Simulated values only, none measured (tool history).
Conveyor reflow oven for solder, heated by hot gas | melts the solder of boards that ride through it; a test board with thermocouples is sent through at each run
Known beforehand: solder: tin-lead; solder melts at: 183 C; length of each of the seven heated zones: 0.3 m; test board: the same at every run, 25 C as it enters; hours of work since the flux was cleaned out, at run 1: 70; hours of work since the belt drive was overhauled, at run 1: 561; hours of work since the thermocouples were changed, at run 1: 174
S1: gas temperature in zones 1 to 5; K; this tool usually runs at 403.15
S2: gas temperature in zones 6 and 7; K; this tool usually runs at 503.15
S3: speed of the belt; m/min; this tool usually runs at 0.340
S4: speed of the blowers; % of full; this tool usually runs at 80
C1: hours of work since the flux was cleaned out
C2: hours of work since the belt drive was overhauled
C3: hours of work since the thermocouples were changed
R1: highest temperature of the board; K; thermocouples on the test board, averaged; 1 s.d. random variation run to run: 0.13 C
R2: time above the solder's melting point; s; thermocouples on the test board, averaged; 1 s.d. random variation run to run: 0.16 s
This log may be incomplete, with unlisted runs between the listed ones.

run 1 day=0.000 | S1=403.15 S2=503.15 S3=0.340 S4=80 | C1=70 C2=561 C3=174 | R1=489.15 R2=75.9
run 2 day=0.892 | S1=403.15 S2=503.15 S3=0.340 S4=80 | C1=83 C2=574 C3=187 | R1=488.65 R2=75.7
run 3 day=1.642 | S1=403.15 S2=503.15 S3=0.340 S4=80 | C1=94 C2=585 C3=198 | R1=488.95 R2=75.8
run 4 day=2.229 | S1=403.15 S2=503.15 S3=0.340 S4=80 | C1=103 C2=594 C3=207 | R1=488.85 R2=75.8
run 5 day=3.462 | S1=403.15 S2=503.15 S3=0.340 S4=80 | C1=121 C2=612 C3=225 | R1=488.55 R2=75.6
run 6 day=4.538 | S1=403.15 S2=503.15 S3=0.340 S4=54 | C1=137 C2=628 C3=241 | R1=484.25 R2=68.5
run 7 day=5.179 | S1=403.15 S2=503.15 S3=0.340 S4=80 | C1=147 C2=638 C3=251 | R1=488.45 R2=75.3
run 8 day=6.100 | S1=403.15 S2=503.15 S3=0.340 S4=80 | C1=161 C2=652 C3=265 | R1=488.55 R2=75.5
run 9 day=6.746 | S1=403.15 S2=503.15 S3=0.340 S4=80 | C1=170 C2=661 C3=274 | R1=488.45 R2=75.4
run 10 day=7.600 | S1=403.15 S2=503.15 S3=0.340 S4=80 | C1=183 C2=674 C3=287 | R1=488.45 R2=75.4
run 11 day=8.812 | S1=403.15 S2=503.15 S3=0.340 S4=80 | C1=201 C2=692 C3=305 | R1=488.45 R2=75.3
run 12 day=9.733 | S1=403.15 S2=503.15 S3=0.330 S4=80 | C1=215 C2=706 C3=319 | R1=488.95 R2=78.8
run 13 day=10.921 | S1=403.15 S2=509.15 S3=0.340 S4=80 | C1=233 C2=723 C3=336 | R1=493.55 R2=80.3
-- day=11.146 belt drive overhauled, speed set with a stopwatch
run 14 day=12.388 | S1=403.15 S2=509.15 S3=0.331 S4=80 | C1=252 C2=18 C3=356 | R1=494.35 R2=84.1
run 15 day=13.379 | S1=403.15 S2=503.15 S3=0.330 S4=80 | C1=267 C2=33 C3=371 | R1=488.95 R2=78.7
run 16 day=14.400 | S1=403.15 S2=503.15 S3=0.330 S4=80 | C1=282 C2=48 C3=386 | R1=488.95 R2=78.9
run 17 day=15.200 | S1=390.15 S2=503.15 S3=0.404 S4=83 | C1=294 C2=60 C3=398 | R1=480.15 R2=47.9
-- day=15.762 belt drive overhauled, speed set with a stopwatch, once more
run 18 day=16.546 | S1=390.15 S2=503.15 S3=0.404 S4=83 | C1=311 C2=12 C3=415 | R1=478.95 R2=45.9
run 19 day=17.488 | S1=399.15 S2=503.15 S3=0.404 S4=83 | C1=325 C2=26 C3=429 | R1=481.05 R2=51.4
run 20 day=18.800 | S1=403.15 S2=503.15 S3=0.340 S4=72 | C1=345 C2=45 C3=449 | R1=486.45 R2=71.1
run 21 day=19.979 | S1=403.15 S2=503.15 S3=0.340 S4=72 | C1=362 C2=63 C3=466 | R1=486.05 R2=70.9
run 22 day=20.792 | S1=403.15 S2=514.15 S3=0.346 S4=80 | C1=374 C2=75 C3=478 | R1=496.05 R2=80.3
run 23 day=22.088 | S1=403.15 S2=503.15 S3=0.314 S4=64 | C1=394 C2=94 C3=498 | R1=487.25 R2=78.8
run 24 day=22.892 | S1=403.15 S2=503.15 S3=0.327 S4=89 | C1=406 C2=106 C3=510 | R1=489.35 R2=78.6
run 25 day=23.554 | S1=403.15 S2=503.15 S3=0.340 S4=80 | C1=416 C2=116 C3=520 | R1=486.85 R2=72.3
run 26 day=24.412 | S1=418.15 S2=503.15 S3=0.340 S4=65 | C1=428 C2=129 C3=532 | R1=487.35 R2=79.7
run 27 day=25.717 | S1=418.15 S2=503.15 S3=0.340 S4=65 | C1=448 C2=148 C3=552 | R1=487.45 R2=79.5
run 28 day=26.529 | S1=415.15 S2=502.15 S3=0.340 S4=65 | C1=460 C2=160 C3=564 | R1=485.85 R2=76.0
run 29 day=27.167 | S1=413.15 S2=502.15 S3=0.340 S4=51 | C1=469 C2=170 C3=573 | R1=483.15 R2=70.6
-- day=27.467 flux residue cleaned out of gas plates and filters
run 30 day=28.617 | S1=413.15 S2=502.15 S3=0.340 S4=51 | C1=17 C2=188 C3=592 | R1=485.45 R2=73.8
run 31 day=29.812 | S1=413.15 S2=502.15 S3=0.340 S4=51 | C1=35 C2=206 C3=610 | R1=485.25 R2=74.1

Some steps in R1 between neighbouring runs. How much of each would the tool show without its hidden state too (settings, what came in, random variation), and how much is left for the hidden state, with any gauge scatter that isn't in both results?
What the log doesn't record here: heat that the gas passes to the board, % of a clean oven's; belt's true speed, % of the reading; true gas temperature in zones 6 and 7 over the reading, C; drift of the gauge itself on peak_c, C; drift of the gauge itself on liquid_s, %.
Run 16 -> 17: S1 403.15 -> 390.15, S3 0.330 -> 0.404, S4 80 -> 83. R1 -8.80 K: hidden state -0.50, all else -8.30.
Run 17 -> 18: belt drive overhauled, speed set with a stopwatch, once more. R1 -1.20 K: hidden state -0.90, all else -0.30.
Run 21 -> 22: S2 503.15 -> 514.15, S3 0.340 -> 0.346, S4 72 -> 80. R1 +10.00 K: hidden state -0.40, all else +10.40.
Run 22 -> 23: S2 514.15 -> 503.15, S3 0.346 -> 0.314, S4 80 -> 64. R1 -8.80 K: hidden state +0.50, all else -9.30.
Run 29 -> 30: flux residue cleaned out of gas plates and filters. R1 +2.30 K: hidden state +2.10, all else +0.20.

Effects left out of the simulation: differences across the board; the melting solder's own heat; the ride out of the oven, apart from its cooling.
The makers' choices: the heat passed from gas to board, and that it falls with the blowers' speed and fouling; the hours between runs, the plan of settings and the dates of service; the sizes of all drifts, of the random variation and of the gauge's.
